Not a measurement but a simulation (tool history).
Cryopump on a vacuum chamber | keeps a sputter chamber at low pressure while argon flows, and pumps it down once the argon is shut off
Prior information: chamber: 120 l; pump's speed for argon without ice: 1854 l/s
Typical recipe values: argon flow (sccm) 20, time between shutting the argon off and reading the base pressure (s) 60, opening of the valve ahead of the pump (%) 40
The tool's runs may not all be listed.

run	hour	argon flow (sccm)	time between shutting the argon off and reading the base pressure (s)	opening of the valve ahead of the pump (%)	pressure while argon flows (Pa)	pressure after the wait (uPa)
1	0	20	60	40	0.0467	2.56
2	41.4	20	22	40	0.047	3.25
3	98.9	20	60	20	0.0925	2.65
4	129.5	20	60	20	0.0923	2.74
# hour 193.8: leaking fittings of the chamber tightened, without venting
5	197.7	20	60	39	0.0475	0.55
6	230.2	20	60	39	0.0482	0.57
7	263.6	20	60	39	0.0483	0.63
8	311.4	20	47	52	0.0368	0.72
9	371.7	10	57	42	0.0236	0.72
10	425.4	22	124	25	0.0822	0.5

Predict the results of run 11:
11	463.9	22	124	25	?	?

pressure while argon flows (Pa): 0.0831
pressure after the wait (uPa): 0.56
With the hidden condition absent and the run-to-run variation left alone, this run would have shown pressure while argon flows (Pa) 0.0805, pressure after the wait (uPa) 0.35.
